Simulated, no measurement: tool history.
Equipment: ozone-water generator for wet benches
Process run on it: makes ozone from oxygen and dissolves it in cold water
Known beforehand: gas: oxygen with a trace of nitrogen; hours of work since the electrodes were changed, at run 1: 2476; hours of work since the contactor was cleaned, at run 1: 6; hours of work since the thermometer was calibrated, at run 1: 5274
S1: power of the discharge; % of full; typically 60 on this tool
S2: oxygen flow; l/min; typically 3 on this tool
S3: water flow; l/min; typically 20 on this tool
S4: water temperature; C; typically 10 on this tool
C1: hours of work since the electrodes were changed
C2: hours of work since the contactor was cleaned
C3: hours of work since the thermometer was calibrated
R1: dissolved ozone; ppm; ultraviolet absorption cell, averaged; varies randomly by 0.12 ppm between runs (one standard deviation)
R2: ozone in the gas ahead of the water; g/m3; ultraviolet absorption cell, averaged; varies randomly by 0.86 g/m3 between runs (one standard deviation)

run 1 day=0 | S1=60 S2=3 S3=20 S4=10 | C1=2476 C2=6 C3=5274 | R1=10.6 R2=129
run 2 day=3.046 | S1=60 S2=3 S3=20 S4=10 | C1=2531 C2=61 C3=5328 | R1=10.5 R2=130.3
run 3 day=6.533 | S1=60 S2=3 S3=20 S4=10 | C1=2593 C2=123 C3=5391 | R1=10.4 R2=129.2
run 4 day=10.008 | S1=60 S2=3 S3=20 S4=10 | C1=2656 C2=186 C3=5454 | R1=10.7 R2=128
run 5 day=13.954 | S1=60 S2=3 S3=20 S4=10 | C1=2727 C2=257 C3=5525 | R1=10.4 R2=129.2
run 6 day=17.475 | S1=60 S2=3 S3=20 S4=10 | C1=2791 C2=321 C3=5589 | R1=10.4 R2=126.6
-- day=20.729 water thermometer calibrated
run 7 day=21.425 | S1=60 S2=3 S3=20 S4=10 | C1=2862 C2=392 C3=13 | R1=10.2 R2=128.6
run 8 day=24.067 | S1=60 S2=3 S3=15 S4=10 | C1=2909 C2=439 C3=60 | R1=13.9 R2=127.9
run 9 day=26.125 | S1=60 S2=3 S3=15 S4=10 | C1=2946 C2=476 C3=97 | R1=13.7 R2=127.1
run 10 day=29.933 | S1=60 S2=3 S3=15 S4=10 | C1=3015 C2=545 C3=166 | R1=13.4 R2=125.9
run 11 day=32.383 | S1=60 S2=3 S3=15 S4=10 | C1=3059 C2=589 C3=210 | R1=13.6 R2=127.7
run 12 day=35.117 | S1=60 S2=3 S3=15 S4=10 | C1=3109 C2=639 C3=259 | R1=13.4 R2=126.6
run 13 day=37.892 | S1=60 S2=3 S3=15 S4=10 | C1=3159 C2=689 C3=309 | R1=13.4 R2=126.1
run 14 day=40.317 | S1=60 S2=3 S3=15 S4=10 | C1=3202 C2=732 C3=353 | R1=13.3 R2=126.5
run 15 day=42.604 | S1=60 S2=3 S3=15 S4=10 | C1=3244 C2=774 C3=394 | R1=13.3 R2=125.6
run 16 day=44.567 | S1=60 S2=3 S3=15 S4=10 | C1=3279 C2=809 C3=430 | R1=13.3 R2=124.9
run 17 day=46.342 | S1=60 S2=3 S3=15 S4=10 | C1=3311 C2=841 C3=462 | R1=13.1 R2=125.3
run 18 day=48.275 | S1=60 S2=4.63 S3=15 S4=8 | C1=3346 C2=876 C3=497 | R1=13.4 R2=95.9
run 19 day=51.521 | S1=60 S2=4.63 S3=15 S4=8 | C1=3404 C2=934 C3=555 | R1=13.4 R2=94.2
run 20 day=53.283 | S1=60 S2=4.63 S3=15 S4=8 | C1=3436 C2=966 C3=587 | R1=13.4 R2=95.3

Across each entry between runs, compare the hidden state at the last listed run before it with the hidden state at the first listed run after it:
Runs 6 to 7: water thermometer calibrated (day 20.729)
  yield of the discharge, % of new electrodes': 89.6 -> 89.3; contactor's efficiency, % of a clean one's: 98.2 -> 98; true water temperature over the reading, C: 0.17 -> -0.09
  measured minus no-state result, R1: -1.2 -> -1.2 ppm; R2: -12.7 -> -13.2 g/m3
